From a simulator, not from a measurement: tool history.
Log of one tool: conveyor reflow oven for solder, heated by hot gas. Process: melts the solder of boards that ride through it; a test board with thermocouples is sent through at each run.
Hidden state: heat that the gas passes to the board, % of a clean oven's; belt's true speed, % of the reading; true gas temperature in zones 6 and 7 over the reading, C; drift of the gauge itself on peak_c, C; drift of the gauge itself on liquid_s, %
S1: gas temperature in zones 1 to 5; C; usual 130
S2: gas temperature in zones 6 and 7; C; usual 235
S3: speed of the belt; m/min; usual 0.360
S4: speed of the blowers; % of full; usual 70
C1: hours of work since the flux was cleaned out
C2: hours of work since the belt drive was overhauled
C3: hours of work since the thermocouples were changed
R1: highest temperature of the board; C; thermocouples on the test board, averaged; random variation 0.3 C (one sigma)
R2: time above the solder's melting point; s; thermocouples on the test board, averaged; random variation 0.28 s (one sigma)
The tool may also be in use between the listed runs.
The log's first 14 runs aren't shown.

run    hour   S1   S2     S3  S4   C1   C2   C3     R1    R2
 15   555.9  130  235  0.349  70  135  580  270  221.5  79.2
 16   582.8  130  235  0.349  70  148  593  282  221.2  78.9
      634.9  -- flux residue cleaned out of gas plates and filters
 17   639.3  130  235  0.378  70    2  617  307  219.9  71.4
 18   677.1  130  245  0.322  70   20  635  325  234.1  96.9
 19   700.7  130  245  0.322  70   31  646  336  234.2  96.5
 20   741.8  130  245  0.322  67   51  666  355  232.7  96.2
 21   767.2  130  245  0.322  67   63  678  367  232.9  96.2
 22   818.8  141  241  0.322  67   87  702  392  230.4  98.9
 23   854.5  130  235  0.374  73  104  719  408  220.1  72.8
 24   884.3  144  235  0.360  70  118  733  423  222.5  83.8
 25   914.9  129  235  0.360  82  132  748  437  223.4  78.6
 26   949.8  129  235  0.360  82  149  764  453  223.0  78.1
      995.9  -- flux residue cleaned out of gas plates and filters
 27   995.9  124  235  0.360  64    0  783  473  220.1  72.7
 28  1027.5  124  235  0.394  59   15  798  488  214.4  60.7
 29  1074.1  124  239  0.394  63   37  820  510  219.0  65.6
 30  1119.5  129  239  0.394  53   58  842  531  216.9  63.7

Forecast each of these 5 alternatives for the next run:
  A  1150.7  119  236  0.305  70  73  857  546   ?   ?
  B  1150.7  130  228  0.360  56  73  857  546   ?   ?
  C  1150.7  130  233  0.360  70  73  857  546   ?   ?
  D  1150.7  129  229  0.394  50  73  857  546   ?   ?
  E  1150.7  138  247  0.393  70  73  857  546   ?   ?

run     R1    R2
  A  226.1  92.5
  B  211.9  65.7
  C  219.9  76.1
  D  207.2  52.5
  E  230.9  80.1
Without the tool's hidden state the same runs would have given:
run     R1    R2
  A  224.4  90.1
  B  210.4  63.1
  C  218.4  73.9
  D  205.7  50.0
  E  229.4  78.3
